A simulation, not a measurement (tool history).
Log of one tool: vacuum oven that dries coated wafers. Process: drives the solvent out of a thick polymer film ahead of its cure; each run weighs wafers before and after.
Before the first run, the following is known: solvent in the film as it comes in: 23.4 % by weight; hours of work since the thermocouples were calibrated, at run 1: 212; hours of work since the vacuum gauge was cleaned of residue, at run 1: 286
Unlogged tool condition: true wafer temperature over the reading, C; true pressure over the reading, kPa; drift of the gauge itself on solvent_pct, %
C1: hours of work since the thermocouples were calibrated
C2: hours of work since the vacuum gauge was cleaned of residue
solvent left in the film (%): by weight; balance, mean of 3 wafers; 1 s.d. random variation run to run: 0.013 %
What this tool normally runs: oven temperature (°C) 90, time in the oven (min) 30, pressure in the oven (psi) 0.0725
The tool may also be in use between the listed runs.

Run 1, hour 0.0: usual settings; C1 212; C2 286. Result: solvent left in the film (%) 5.25.
Run 2, hour 66.8: usual settings but pressure in the oven (psi) 0.1695; C1 244; C2 318. Result: solvent left in the film (%) 5.54.
Run 3, hour 107.3: usual settings but pressure in the oven (psi) 0.0579; C1 264; C2 338. Result: solvent left in the film (%) 5.17.
Run 4, hour 177.2: usual settings but pressure in the oven (psi) 0.2293; C1 298; C2 372. Result: solvent left in the film (%) 5.72.
Run 5, hour 206.7: usual settings but pressure in the oven (psi) 0.2293; C1 312; C2 386. Result: solvent left in the film (%) 5.70.
Run 6, hour 272.0: usual settings but time in the oven (min) 35; C1 344; C2 418. Result: solvent left in the film (%) 4.23.
Run 7, hour 307.7: usual settings but time in the oven (min) 35; C1 361; C2 435. Result: solvent left in the film (%) 4.25.
Run 8, hour 361.0: usual settings but time in the oven (min) 35; C1 387; C2 461. Result: solvent left in the film (%) 4.24.
Run 9, hour 414.5: usual settings but oven temperature (°C) 80, time in the oven (min) 15, pressure in the oven (psi) 0.0410; C1 413; C2 487. Result: solvent left in the film (%) 13.98.
Run 10, hour 476.3: usual settings but time in the oven (min) 45, pressure in the oven (psi) 0.0989; C1 443; C2 517. Result: solvent left in the film (%) 2.92.

Run 11, settings as shown, results not yet in. Your forecast:
Run 11, hour 533.9: usual settings but time in the oven (min) 45, pressure in the oven (psi) 0.0989; C1 471; C2 545. Result: solvent left in the film (%) ?.

{"run 11": {"solvent left in the film (%)": 2.92}}
Minus the tool's unlogged condition, the same run would have read solvent left in the film (%) 2.81.
